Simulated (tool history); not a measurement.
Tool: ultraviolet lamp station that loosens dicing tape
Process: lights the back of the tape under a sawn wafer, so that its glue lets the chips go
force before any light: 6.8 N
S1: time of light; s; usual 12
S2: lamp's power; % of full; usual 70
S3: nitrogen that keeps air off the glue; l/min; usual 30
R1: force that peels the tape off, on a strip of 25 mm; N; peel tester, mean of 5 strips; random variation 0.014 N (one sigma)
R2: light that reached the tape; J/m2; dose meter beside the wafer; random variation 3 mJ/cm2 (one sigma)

| run | hour | S1 | S2 | S3 | R1 | R2 |
|---|---|---|---|---|---|---|
| 1 | 0.0 | 12 | 70 | 30 | 0.992 | 3660 |
| 2 | 7.3 | 12 | 70 | 30 | 0.933 | 3570 |
| 3 | 16.9 | 12 | 70 | 30 | 0.944 | 3590 |
| 4 | 26.2 | 12 | 70 | 30 | 0.977 | 3600 |
| 5 | 34.8 | 12 | 70 | 30 | 0.977 | 3590 |
| 6 | 41.9 | 12 | 70 | 30 | 0.979 | 3580 |
| 7 | 52.1 | 12 | 70 | 30 | 0.961 | 3550 |
| 8 | 61.1 | 12 | 70 | 30 | 0.999 | 3600 |
| 9 | 70.7 | 12 | 70 | 30 | 0.989 | 3550 |
| 10 | 77.9 | 12 | 70 | 30 | 1.011 | 3520 |
| 11 | 86.5 | 12 | 70 | 17 | 1.233 | 3560 |
| 12 | 93.6 | 12 | 70 | 17 | 1.318 | 3510 |
| 13 | 102.3 | 12 | 70 | 17 | 1.288 | 3530 |
| 14 | 110.3 | 12 | 92 | 30 | 0.573 | 4610 |
| 15 | 117.9 | 12 | 92 | 30 | 0.600 | 4600 |
| 16 | 125.1 | 12 | 92 | 14 | 0.906 | 4590 |
| 17 | 131.2 | 12 | 92 | 16 | 0.845 | 4530 |
| 18 | 139.5 | 12 | 92 | 16 | 0.834 | 4580 |
| 19 | 147.7 | 12 | 92 | 16 | 0.818 | 4500 |
| 20 | 157.0 | 12 | 66 | 25 | 1.237 | 3240 |
| 21 | 162.3 | 8 | 96 | 14 | 1.683 | 3130 |
| 22 | 169.6 | 8 | 96 | 14 | 1.689 | 3140 |
| 23 | 174.2 | 12 | 70 | 9 | 1.757 | 3430 |
| 24 | 179.3 | 12 | 70 | 9 | 1.794 | 3440 |
| 25 | 189.2 | 12 | 70 | 9 | 1.780 | 3380 |
|  | 194.0 | window cleaned of glue's vapour |
| 26 | 199.6 | 11 | 70 | 23 | 1.022 | 3720 |
| 27 | 205.5 | 8 | 70 | 23 | 1.664 | 2740 |

The same runs without the tool's hidden state, with the same run-to-run variation:
The hidden state here: lamp's light, % of a new lamp's; light that the window lets through, % of a clean one's; drift of the gauge itself on peel_n, %; drift of the gauge itself on dose_mj_cm2, %.
| run | R1 | R2 |
|---|---|---|
| 1 | 0.688 | 4380 |
| 2 | 0.644 | 4290 |
| 3 | 0.649 | 4330 |
| 4 | 0.663 | 4350 |
| 5 | 0.660 | 4350 |
| 6 | 0.657 | 4360 |
| 7 | 0.640 | 4340 |
| 8 | 0.664 | 4410 |
| 9 | 0.651 | 4360 |
| 10 | 0.663 | 4340 |
| 11 | 0.847 | 4400 |
| 12 | 0.901 | 4350 |
| 13 | 0.877 | 4370 |
| 14 | 0.339 | 5730 |
| 15 | 0.351 | 5750 |
| 16 | 0.565 | 5740 |
| 17 | 0.517 | 5670 |
| 18 | 0.504 | 5760 |
| 19 | 0.489 | 5680 |
| 20 | 0.803 | 4100 |
| 21 | 1.166 | 3970 |
| 22 | 1.165 | 3990 |
| 23 | 1.224 | 4370 |
| 24 | 1.245 | 4390 |
| 25 | 1.231 | 4330 |
| 26 | 0.901 | 3980 |
| 27 | 1.509 | 2940 |

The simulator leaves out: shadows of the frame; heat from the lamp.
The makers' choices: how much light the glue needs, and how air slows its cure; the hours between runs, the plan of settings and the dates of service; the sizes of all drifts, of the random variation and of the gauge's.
